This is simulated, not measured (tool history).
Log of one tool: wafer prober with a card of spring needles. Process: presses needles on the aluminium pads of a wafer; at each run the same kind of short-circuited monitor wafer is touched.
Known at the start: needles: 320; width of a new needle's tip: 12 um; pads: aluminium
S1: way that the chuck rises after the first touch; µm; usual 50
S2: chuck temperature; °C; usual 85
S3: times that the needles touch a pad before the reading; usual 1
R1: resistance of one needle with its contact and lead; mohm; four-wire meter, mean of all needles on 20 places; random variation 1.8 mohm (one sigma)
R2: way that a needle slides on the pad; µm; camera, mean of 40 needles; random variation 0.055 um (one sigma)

Run 1, day 0: usual settings. Result: R1 179 mohm, R2 9.18 µm.
At day 0.15: tips cleaned on abrasive film.
At day 0.3: tips cleaned on abrasive film.
At day 0.454: tips cleaned on abrasive film.
At day 0.492: height of the first contact set anew.
Run 2, day 0.525: usual settings. Result: R1 184 mohm, R2 9.14 µm.
At day 0.621: tips cleaned on abrasive film.
At day 0.783: tips cleaned on abrasive film.
Run 3, day 0.85: usual settings. Result: R1 182 mohm, R2 9.11 µm.
At day 0.921: tips cleaned on abrasive film.
At day 1.071: tips cleaned on abrasive film.
Run 4, day 1.121: usual settings. Result: R1 181 mohm, R2 9.05 µm.
At day 1.221: tips cleaned on abrasive film.
At day 1.367: tips cleaned on abrasive film.
At day 1.517: tips cleaned on abrasive film.
Run 5, day 1.625: usual settings but S3 3. Result: R1 177 mohm, R2 9 µm.
At day 1.658: tips cleaned on abrasive film.
At day 1.812: tips cleaned on abrasive film.
Run 6, day 1.883: usual settings but S3 3. Result: R1 180 mohm, R2 9.07 µm.
At day 1.954: tips cleaned on abrasive film.
At day 2.121: tips cleaned on abrasive film.
At day 2.288: tips cleaned on abrasive film.
Run 7, day 2.338: usual settings but S2 36 °C. Result: R1 171 mohm, R2 9.09 µm.
At day 2.433: tips cleaned on abrasive film.
At day 2.596: tips cleaned on abrasive film.
Run 8, day 2.658: usual settings. Result: R1 180 mohm, R2 9.04 µm.
At day 2.758: tips cleaned on abrasive film.
At day 2.912: tips cleaned on abrasive film.
At day 3.062: tips cleaned on abrasive film.
At day 3.204: tips cleaned on abrasive film.
Run 9, day 3.217: usual settings. Result: R1 182 mohm, R2 9.13 µm.
At day 3.346: tips cleaned on abrasive film.
At day 3.504: tips cleaned on abrasive film.
Run 10, day 3.504: usual settings. Result: R1 184 mohm, R2 9.18 µm.
At day 3.662: tips cleaned on abrasive film.
At day 3.817: tips cleaned on abrasive film.
Run 11, day 3.817: usual settings. Result: R1 179 mohm, R2 9.05 µm.
At day 3.967: tips cleaned on abrasive film.
At day 4.133: tips cleaned on abrasive film.
Run 12, day 4.233: usual settings. Result: R1 181 mohm, R2 9.02 µm.
At day 4.296: tips cleaned on abrasive film.
At day 4.454: tips cleaned on abrasive film.
At day 4.592: tips cleaned on abrasive film.
At day 4.742: tips cleaned on abrasive film.
Run 13, day 4.783: usual settings. Result: R1 180 mohm, R2 9.05 µm.
At day 4.883: tips cleaned on abrasive film.
At day 5.046: tips cleaned on abrasive film.
At day 5.204: tips cleaned on abrasive film.
Run 14, day 5.3: usual settings. Result: R1 181 mohm, R2 9.07 µm.
At day 5.367: tips cleaned on abrasive film.
At day 5.517: tips cleaned on abrasive film.
At day 5.675: tips cleaned on abrasive film.
Run 15, day 5.733: usual settings. Result: R1 181 mohm, R2 9.07 µm.

Run 16 comes next. What will it give?
At day 5.829: tips cleaned on abrasive film.
At day 5.996: tips cleaned on abrasive film.
Run 16, day 6.104: usual settings. Result: R1 ?, R2 ?.

{"run 16": {"R1": 183, "R2": 9.05}}
Without the tool's hidden state the same run would have given R1 183 mohm, R2 9.18 µm.
